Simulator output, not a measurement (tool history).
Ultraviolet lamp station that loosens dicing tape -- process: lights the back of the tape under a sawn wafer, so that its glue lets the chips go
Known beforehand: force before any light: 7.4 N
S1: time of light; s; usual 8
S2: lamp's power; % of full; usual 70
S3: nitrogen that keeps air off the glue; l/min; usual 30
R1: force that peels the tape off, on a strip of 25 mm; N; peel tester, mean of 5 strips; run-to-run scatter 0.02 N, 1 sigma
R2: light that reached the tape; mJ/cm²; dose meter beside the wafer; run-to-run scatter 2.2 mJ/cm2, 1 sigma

{"run": 1, "day": 0.0, "S1": 8, "S2": 70, "S3": 30, "R1": 1.419, "R2": 159}
{"run": 2, "day": 1.204, "S1": 8, "S2": 70, "S3": 30, "R1": 1.387, "R2": 155}
{"run": 3, "day": 2.246, "S1": 8, "S2": 70, "S3": 20, "R1": 1.687, "R2": 159}
{"run": 4, "day": 2.804, "S1": 5, "S2": 70, "S3": 20, "R1": 2.854, "R2": 98}
{"run": 5, "day": 3.933, "S1": 5, "S2": 70, "S3": 20, "R1": 2.849, "R2": 95}
{"run": 6, "day": 5.146, "S1": 5, "S2": 70, "S3": 20, "R1": 2.881, "R2": 96}
{"run": 7, "day": 6.412, "S1": 8, "S2": 70, "S3": 10, "R1": 2.145, "R2": 151}
{"day": 6.542, "done": "window cleaned of glue's vapour"}
{"run": 8, "day": 7.088, "S1": 8, "S2": 70, "S3": 10, "R1": 2.331, "R2": 142}
{"run": 9, "day": 7.75, "S1": 8, "S2": 70, "S3": 10, "R1": 2.401, "R2": 139}
{"run": 10, "day": 8.692, "S1": 8, "S2": 70, "S3": 10, "R1": 2.415, "R2": 139}

What if the next run were any one of these 4? Each begins from the tool's condition after run 10:
{"run": "A", "day": 9.329, "S1": 8, "S2": 74, "S3": 30, "R1": "?", "R2": "?"}
{"run": "B", "day": 9.329, "S1": 9, "S2": 86, "S3": 30, "R1": "?", "R2": "?"}
{"run": "C", "day": 9.329, "S1": 8, "S2": 62, "S3": 30, "R1": "?", "R2": "?"}
{"run": "D", "day": 9.329, "S1": 8, "S2": 70, "S3": 14, "R1": "?", "R2": "?"}

run=A R1=1.572 R2=147
run=B R1=1.042 R2=192
run=C R1=2.026 R2=124
run=D R1=2.154 R2=137
With no hidden state in the tool, these same runs would have given:
run=A R1=0.885 R2=209
run=B R1=0.546 R2=274
run=C R1=1.223 R2=177
run=D R1=1.324 R2=197
